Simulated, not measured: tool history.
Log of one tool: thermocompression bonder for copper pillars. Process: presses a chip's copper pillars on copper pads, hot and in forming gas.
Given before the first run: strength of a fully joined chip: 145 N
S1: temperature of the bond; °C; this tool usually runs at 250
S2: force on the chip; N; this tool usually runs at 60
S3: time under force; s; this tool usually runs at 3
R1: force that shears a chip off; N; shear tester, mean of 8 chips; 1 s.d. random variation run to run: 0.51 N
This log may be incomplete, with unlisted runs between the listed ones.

Run 1, hour 0: usual settings. Result: R1 106.4 N.
At hour 54.7: forming gas filter changed.
Run 2, hour 66.3: usual settings. Result: R1 108.8 N.
Run 3, hour 121.7: usual settings. Result: R1 109.5 N.
Run 4, hour 196.5: usual settings. Result: R1 109.1 N.
Run 5, hour 252.3: usual settings. Result: R1 108.4 N.
Run 6, hour 301.6: usual settings. Result: R1 107.9 N.
Run 7, hour 376.9: usual settings. Result: R1 107.4 N.
At hour 402.2: force cell calibrated.
Run 8, hour 444.4: usual settings. Result: R1 112.9 N.
Run 9, hour 486.1: usual settings but S2 79 N. Result: R1 126 N.
At hour 529.1: heater calibrated with a thermocouple chip.
Run 10, hour 535.1: usual settings but S1 267 °C. Result: R1 115 N.
Run 11, hour 603.4: usual settings but S3 4 s. Result: R1 109 N.
At hour 651.4: forming gas filter changed.
Run 12, hour 665.7: usual settings but S2 62 N, S3 4 s. Result: R1 112.6 N.
Run 13, hour 713.2: usual settings. Result: R1 103.5 N.
Run 14, hour 766.8: usual settings but S2 40 N. Result: R1 77.7 N.
Run 15, hour 821.1: usual settings but S2 40 N. Result: R1 76.4 N.
Run 16, hour 875.5: usual settings but S2 40 N. Result: R1 77.6 N.
Run 17, hour 918.6: usual settings but S1 265 °C. Result: R1 115.9 N.
Run 18, hour 969.2: usual settings but S1 265 °C. Result: R1 114.3 N.
Run 19, hour 1047.6: usual settings. Result: R1 101.7 N.
Run 20, hour 1126.3: usual settings but S1 241 °C. Result: R1 94.3 N.
Run 21, hour 1207.5: usual settings but S1 223 °C, S3 6 s. Result: R1 95.7 N.
At hour 1242.5: forming gas filter changed.
Run 22, hour 1243.2: usual settings but S1 226 °C, S2 39 N, S3 5 s. Result: R1 68.8 N.
Run 23, hour 1316.4: usual settings but S1 226 °C, S2 39 N, S3 5 s. Result: R1 68.5 N.
Run 24, hour 1382.5: usual settings but S1 226 °C, S2 57 N, S3 2 s. Result: R1 68.9 N.
Run 25, hour 1433.8: usual settings but S1 226 °C, S2 38 N, S3 2 s. Result: R1 46.9 N.
Run 26, hour 1471.3: usual settings but S2 66 N. Result: R1 110.5 N.
Run 27, hour 1512.3: usual settings but S2 66 N. Result: R1 108.8 N.
Run 28, hour 1551.5: usual settings but S2 66 N. Result: R1 108.9 N.
Run 29, hour 1600.4: usual settings but S1 273 °C, S2 59 N, S3 2 s. Result: R1 110 N.
Run 30, hour 1648.4: usual settings but S1 247 °C, S3 5 s. Result: R1 112.8 N.
Run 31, hour 1693.4: usual settings but S2 67 N, S3 8 s. Result: R1 128.5 N.
Run 32, hour 1778.3: usual settings but S2 57 N, S3 2 s. Result: R1 88.9 N.
At hour 1832.1: forming gas filter changed.
Run 33, hour 1832.1: usual settings but S1 278 °C, S2 37 N, S3 2 s. Result: R1 85.8 N.
Run 34, hour 1912.6: usual settings but S1 278 °C, S2 37 N, S3 2 s. Result: R1 85.4 N.
Run 35, hour 1965.6: usual settings but S1 248 °C, S2 36 N, S3 7 s. Result: R1 91.6 N.
Run 36, hour 2025.9: usual settings but S1 228 °C, S2 85 N, S3 4 s. Result: R1 113.4 N.
Run 37, hour 2072.5: usual settings but S1 228 °C, S2 85 N, S3 4 s. Result: R1 114 N.
Run 38, hour 2118: usual settings but S1 228 °C, S2 85 N, S3 4 s. Result: R1 113.6 N.
Run 39, hour 2174.6: usual settings but S1 230 °C, S2 62 N, S3 4 s. Result: R1 95.7 N.

Below are 3 alternative next runs, each starting from the tool's condition after run 39. Predict each:
At hour 2227.3: force cell calibrated.
Run A, hour 2232.1: usual settings but S1 230 °C, S2 47 N. Result: R1 ?.
At hour 2227.3: force cell calibrated.
Run B, hour 2232.1: usual settings but S1 258 °C, S2 62 N, S3 4 s. Result: R1 ?.
At hour 2227.3: force cell calibrated.
Run C, hour 2232.1: usual settings but S1 271 °C, S2 81 N, S3 9 s. Result: R1 ?.

run     R1
  A   76.4
  B  123.3
  C  141.1
Stripped of hidden state, with their random variation kept, the same runs would have yielded:
run     R1
  A     71
  B  120.6
  C  143.1
